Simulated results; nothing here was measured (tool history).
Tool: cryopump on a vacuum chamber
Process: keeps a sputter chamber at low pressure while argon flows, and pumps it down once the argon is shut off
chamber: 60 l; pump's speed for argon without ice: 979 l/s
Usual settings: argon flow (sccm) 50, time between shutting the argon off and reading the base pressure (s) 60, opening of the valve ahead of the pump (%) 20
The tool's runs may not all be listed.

run	hour	argon flow (sccm)	time between shutting the argon off and reading the base pressure (s)	opening of the valve ahead of the pump (%)	pressure while argon flows (Pa)	pressure after the wait (uPa)
1	0	50	60	20	0.4393	3.99
2	21.7	50	60	20	0.4373	4.12
3	54.9	50	60	20	0.435	4.14
4	70	50	60	20	0.4376	4.14
5	105.9	50	60	20	0.4364	4.29
6	140.8	50	60	20	0.4407	4.27
7	168.5	50	60	20	0.4416	4.38
8	199.7	50	60	20	0.4425	4.32
9	219.4	50	60	20	0.4427	4.55
10	241.9	50	60	19	0.4658	4.51
11	259.2	50	60	20	0.4409	4.38
12	292.2	50	60	20	0.4408	4.61
13	316.5	50	60	20	0.4435	4.75
14	340.4	50	60	48	0.1926	4.67
15	375.1	50	60	48	0.1922	4.76
16	399.8	50	60	20	0.4468	4.95
17	420.5	50	60	20	0.4468	4.94
18	453.9	86	36	20	0.7629	5.28
# hour 489.3: pump warmed up, emptied and cooled again
19	491.4	57	167	20	0.4925	4.01
20	522.9	51	126	20	0.4411	4.07
21	545.5	52	177	48	0.1885	4.16
22	560.4	52	177	48	0.1887	4.15
23	584.4	90	105	20	0.7811	4.25
24	599.1	90	105	20	0.7829	4.35
25	615.2	93	180	20	0.8075	4.28
26	630.3	50	60	26	0.3369	4.62
27	644.8	50	60	26	0.3346	4.66
# hour 651.9: leaking fittings of the chamber tightened, without venting
28	661.8	50	42	48	0.1822	1.28
29	691.1	23	60	20	0.2009	0.99
30	714.8	23	103	19	0.2096	0.81
31	748.5	23	103	39	0.1035	0.85
32	767.2	23	103	39	0.1051	0.89
33	787.2	70	50	35	0.3526	1.28
34	815.6	70	50	35	0.3547	1.28

Some steps in pressure while argon flows (Pa) between neighbouring runs. How much of each would the tool show without its hidden state too (settings, what came in, random variation), and how much is left for the hidden state, with any gauge scatter that isn't in both results?
The hidden state here: pump's speed, % of a pump's without ice; cold plate's temperature, K; leak into the chamber, uPa l/s; drift of the gauge itself on working_pa, %; drift of the gauge itself on base_upa, %.
Run 17 -> 18: argon flow (sccm) 50 -> 86, time between shutting the argon off and reading the base pressure (s) 60 -> 36. pressure while argon flows (Pa) +0.3161: hidden state +0.0104, all else +0.3057.
Run 18 -> 19: argon flow (sccm) 86 -> 57, time between shutting the argon off and reading the base pressure (s) 36 -> 167, pump warmed up, emptied and cooled again. pressure while argon flows (Pa) -0.2704: hidden state -0.0229, all else -0.2475.
Run 22 -> 23: argon flow (sccm) 52 -> 90, time between shutting the argon off and reading the base pressure (s) 177 -> 105, opening of the valve ahead of the pump (%) 48 -> 20. pressure while argon flows (Pa) +0.5924: hidden state +0.0019, all else +0.5905.
Run 25 -> 26: argon flow (sccm) 93 -> 50, time between shutting the argon off and reading the base pressure (s) 180 -> 60, opening of the valve ahead of the pump (%) 20 -> 26. pressure while argon flows (Pa) -0.4706: hidden state -0.002, all else -0.4686.
Run 32 -> 33: argon flow (sccm) 23 -> 70, time between shutting the argon off and reading the base pressure (s) 103 -> 50, opening of the valve ahead of the pump (%) 39 -> 35. pressure while argon flows (Pa) +0.2475: hidden state +0.0048, all else +0.2427.
